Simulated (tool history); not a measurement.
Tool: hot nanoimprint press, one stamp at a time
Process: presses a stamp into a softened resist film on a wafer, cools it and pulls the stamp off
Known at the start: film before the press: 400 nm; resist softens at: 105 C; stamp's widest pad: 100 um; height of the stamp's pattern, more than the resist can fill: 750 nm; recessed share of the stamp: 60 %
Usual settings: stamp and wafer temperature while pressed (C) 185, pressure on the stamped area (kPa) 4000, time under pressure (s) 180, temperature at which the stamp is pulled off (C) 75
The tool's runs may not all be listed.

| run | day | stamp and wafer temperature while pressed (C) | pressure on the stamped area (kPa) | time under pressure (s) | temperature at which the stamp is pulled off (C) | resist left under the stamp's widest pad (Å) | greatest force while the stamp is pulled off (N) |
|---|---|---|---|---|---|---|---|
| 1 | 0.000 | 185 | 4000 | 180 | 75 | 2022 | 287 |
| 2 | 0.317 | 185 | 4000 | 180 | 75 | 2016 | 296 |
| 3 | 0.512 | 185 | 4000 | 111 | 75 | 2383 | 286 |
| 4 | 0.825 | 185 | 4000 | 111 | 75 | 2374 | 286 |
| 5 | 1.117 | 185 | 5860 | 180 | 75 | 1728 | 309 |
| 6 | 1.412 | 185 | 5860 | 180 | 75 | 1729 | 294 |
| 7 | 1.696 | 191 | 4000 | 180 | 75 | 1638 | 297 |
| 8 | 2.112 | 191 | 4000 | 180 | 75 | 1636 | 312 |
| 9 | 2.346 | 191 | 4000 | 180 | 75 | 1638 | 298 |
| 10 | 2.662 | 185 | 3100 | 180 | 75 | 2211 | 304 |
| 11 | 2.900 | 185 | 3100 | 180 | 75 | 2215 | 303 |
| 12 | 3.183 | 185 | 3100 | 180 | 75 | 2212 | 300 |
| 13 | 3.421 | 185 | 3100 | 180 | 72 | 2212 | 322 |
| 14 | 3.762 | 185 | 3100 | 180 | 72 | 2204 | 332 |
| 15 | 3.962 | 185 | 3100 | 180 | 72 | 2202 | 321 |
| 16 | 4.204 | 174 | 4360 | 180 | 75 | 2733 | 312 |
| 17 | 4.617 | 174 | 4360 | 180 | 75 | 2725 | 312 |
| 18 | 5.058 | 194 | 3220 | 180 | 78 | 1623 | 290 |
| 19 | 5.433 | 194 | 5440 | 180 | 82 | 1281 | 263 |
|  | 5.792 | stamp cleaned and given a new release coat |
| 20 | 5.896 | 183 | 2560 | 122 | 82 | 2775 | 160 |
| 21 | 6.129 | 183 | 2560 | 122 | 82 | 2778 | 164 |
| 22 | 6.521 | 183 | 4580 | 201 | 82 | 1949 | 159 |
| 23 | 6.775 | 183 | 4580 | 201 | 82 | 1947 | 159 |
| 24 | 7.062 | 185 | 2670 | 201 | 82 | 2243 | 164 |
| 25 | 7.425 | 180 | 6330 | 256 | 70 | 1739 | 217 |
| 26 | 7.775 | 180 | 6330 | 256 | 70 | 1740 | 222 |
| 27 | 8.183 | 185 | 4000 | 211 | 74 | 1880 | 204 |
| 28 | 8.412 | 185 | 4000 | 91 | 75 | 2511 | 204 |
| 29 | 8.696 | 185 | 4000 | 91 | 75 | 2509 | 194 |
| 30 | 8.958 | 185 | 4000 | 91 | 75 | 2509 | 205 |

Forecast each of these 4 alternatives for the next run:
| A | 9.175 | 178 | 5690 | 91 | 75 | ? | ? |
| B | 9.175 | 185 | 3980 | 262 | 75 | ? | ? |
| C | 9.175 | 185 | 2770 | 145 | 75 | ? | ? |
| D | 9.175 | 185 | 3820 | 180 | 69 | ? | ? |

| run | resist left under the stamp's widest pad (Å) | greatest force while the stamp is pulled off (N) |
|---|---|---|
| A | 2729 | 211 |
| B | 1726 | 201 |
| C | 2448 | 204 |
| D | 2036 | 238 |
Without the tool's hidden state the same runs would have given:
| run | resist left under the stamp's widest pad (Å) | greatest force while the stamp is pulled off (N) |
|---|---|---|
| A | 2774 | 202 |
| B | 1770 | 192 |
| C | 2499 | 195 |
| D | 2084 | 227 |

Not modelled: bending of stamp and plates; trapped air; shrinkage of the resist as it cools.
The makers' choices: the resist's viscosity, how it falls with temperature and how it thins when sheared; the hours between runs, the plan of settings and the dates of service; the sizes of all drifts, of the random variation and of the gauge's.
